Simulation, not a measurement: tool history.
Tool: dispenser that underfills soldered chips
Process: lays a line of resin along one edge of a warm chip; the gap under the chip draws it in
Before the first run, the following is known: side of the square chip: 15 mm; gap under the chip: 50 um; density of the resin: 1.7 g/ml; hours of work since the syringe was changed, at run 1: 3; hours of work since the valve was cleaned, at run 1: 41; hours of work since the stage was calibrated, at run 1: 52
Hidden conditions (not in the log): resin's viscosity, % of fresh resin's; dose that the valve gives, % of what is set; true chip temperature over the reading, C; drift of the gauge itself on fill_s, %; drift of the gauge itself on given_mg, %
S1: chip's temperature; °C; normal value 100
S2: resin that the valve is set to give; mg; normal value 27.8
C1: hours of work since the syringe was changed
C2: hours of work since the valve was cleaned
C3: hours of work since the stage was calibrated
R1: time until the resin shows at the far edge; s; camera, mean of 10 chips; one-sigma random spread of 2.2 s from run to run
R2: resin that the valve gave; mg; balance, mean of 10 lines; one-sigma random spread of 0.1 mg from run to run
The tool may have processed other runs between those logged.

Run 1, day 0: usual settings; C1 3; C2 41; C3 52. Result: R1 246.9 s, R2 26.91 mg.
Run 2, day 0.217: usual settings; C1 6; C2 45; C3 55. Result: R1 288.3 s, R2 26.87 mg.
At day 0.475: new syringe of resin.
Run 3, day 0.521: usual settings; C1 1; C2 49; C3 60. Result: R1 225.2 s, R2 26.73 mg.
Run 4, day 0.804: usual settings but S2 26.2 mg; C1 5; C2 53; C3 64. Result: R1 277.1 s, R2 25.05 mg.
Run 5, day 1.058: usual settings but S2 28.6 mg; C1 9; C2 57; C3 68. Result: R1 309 s, R2 27.31 mg.
At day 1.117: new syringe of resin.
Run 6, day 1.283: usual settings but S2 31.5 mg; C1 2; C2 60; C3 71. Result: R1 239.4 s, R2 29.92 mg.
Run 7, day 1.454: usual settings but S2 31.5 mg; C1 5; C2 63; C3 74. Result: R1 258.8 s, R2 29.97 mg.
Run 8, day 1.617: usual settings but S1 90 °C; C1 7; C2 65; C3 76. Result: R1 433.1 s, R2 26.36 mg.
At day 1.758: new syringe of resin.
Run 9, day 1.838: usual settings but S1 90 °C; C1 1; C2 68; C3 79. Result: R1 337.5 s, R2 26.35 mg.
Run 10, day 2.008: usual settings but S1 90 °C; C1 4; C2 71; C3 82. Result: R1 375.2 s, R2 26.21 mg.
Run 11, day 2.192: usual settings but S1 90 °C; C1 6; C2 74; C3 84. Result: R1 414.1 s, R2 26.27 mg.
Run 12, day 2.333: usual settings but S1 90 °C; C1 9; C2 76; C3 86. Result: R1 450.9 s, R2 26.1 mg.
At day 2.396: new syringe of resin.
Run 13, day 2.642: usual settings but S2 25.2 mg; C1 4; C2 80; C3 91. Result: R1 272.6 s, R2 23.56 mg.
At day 2.804: dispensing valve cleaned and set on the balance.
Run 14, day 2.975: usual settings but S2 25.2 mg; C1 8; C2 3; C3 95. Result: R1 311.5 s, R2 25.13 mg.
At day 3.092: new syringe of resin.
Run 15, day 3.246: usual settings but S2 25.2 mg; C1 2; C2 6; C3 99. Result: R1 245.8 s, R2 25.2 mg.
Run 16, day 3.408: usual settings but S2 29.8 mg; C1 5; C2 9; C3 102. Result: R1 259.9 s, R2 29.77 mg.
At day 3.725: new syringe of resin.
Run 17, day 3.725: usual settings but S2 29.8 mg; C1 0; C2 13; C3 106. Result: R1 222.5 s, R2 29.55 mg.
Run 18, day 4.033: usual settings but S2 28.6 mg; C1 5; C2 18; C3 111. Result: R1 266.2 s, R2 28.17 mg.
At day 4.354: new syringe of resin.
Run 19, day 4.354: usual settings but S2 28.6 mg; C1 0; C2 23; C3 115. Result: R1 224.8 s, R2 28.22 mg.
Run 20, day 4.629: usual settings but S1 104 °C, S2 33.1 mg; C1 4; C2 27; C3 119. Result: R1 222.3 s, R2 32.49 mg.
Run 21, day 4.871: usual settings but S1 87 °C, S2 24.4 mg; C1 8; C2 30; C3 123. Result: R1 506.8 s, R2 23.74 mg.
At day 5: new syringe of resin.
Run 22, day 5.138: usual settings but S1 86 °C; C1 2; C2 34; C3 127. Result: R1 405.7 s, R2 27.14 mg.
Run 23, day 5.312: usual settings but S1 86 °C; C1 5; C2 37; C3 129. Result: R1 448.8 s, R2 27.09 mg.
Run 24, day 5.512: usual settings but S1 115 °C, S2 34.9 mg; C1 8; C2 40; C3 132. Result: R1 176.7 s, R2 33.86 mg.
At day 5.642: new syringe of resin.
Run 25, day 5.804: usual settings but S1 89 °C, S2 32.3 mg; C1 2; C2 44; C3 137. Result: R1 358.2 s, R2 31.24 mg.
Run 26, day 6.112: usual settings but S1 89 °C, S2 32.3 mg; C1 7; C2 48; C3 141. Result: R1 426 s, R2 31.24 mg.
Run 27, day 6.25: usual settings but S1 112 °C, S2 34.7 mg; C1 9; C2 50; C3 143. Result: R1 204.1 s, R2 33.39 mg.
At day 6.275: new syringe of resin.
Run 28, day 6.488: usual settings but S1 111 °C, S2 26.6 mg; C1 3; C2 54; C3 147. Result: R1 180 s, R2 25.56 mg.
Run 29, day 6.738: usual settings but S1 111 °C, S2 23.6 mg; C1 7; C2 58; C3 150. Result: R1 217.4 s, R2 22.65 mg.
At day 6.904: new syringe of resin.
Run 30, day 6.996: usual settings but S1 111 °C, S2 23.6 mg; C1 1; C2 61; C3 154. Result: R1 174.4 s, R2 22.53 mg.
Run 31, day 7.25: usual settings but S1 111 °C, S2 23.6 mg; C1 5; C2 65; C3 158. Result: R1 199.3 s, R2 22.51 mg.
Run 32, day 7.433: usual settings but S1 103 °C, S2 30.9 mg; C1 8; C2 68; C3 160. Result: R1 269.8 s, R2 29.44 mg.
At day 7.538: new syringe of resin.
Run 33, day 7.671: usual settings but S1 93 °C; C1 2; C2 71; C3 164. Result: R1 320.8 s, R2 26.06 mg.
Run 34, day 7.929: usual settings but S1 97 °C, S2 24.5 mg; C1 6; C2 75; C3 168. Result: R1 330.8 s, R2 23.13 mg.
Run 35, day 8.112: usual settings but S1 102 °C, S2 27.5 mg; C1 9; C2 78; C3 170. Result: R1 297.5 s, R2 26.01 mg.

Forecast each of these 3 alternatives for the next run:
At day 8.183: new syringe of resin.
Run A, day 8.271: usual settings but S1 102 °C, S2 33.8 mg; C1 1; C2 80; C3 173. Result: R1 ?, R2 ?.
At day 8.183: new syringe of resin.
Run B, day 8.271: usual settings but S1 93 °C, S2 35.6 mg; C1 1; C2 80; C3 173. Result: R1 ?, R2 ?.
At day 8.183: new syringe of resin.
Run C, day 8.271: usual settings but S1 114 °C, S2 34.9 mg; C1 1; C2 80; C3 173. Result: R1 ?, R2 ?.

run     R1     R2
  A    219  31.72
  B  303.3  33.27
  C  145.1   32.6
With the hidden condition removed and each run's random variation left untouched, the same runs would have given:
run     R1     R2
  A  200.5  33.88
  B  277.6  35.54
  C  133.3  34.81
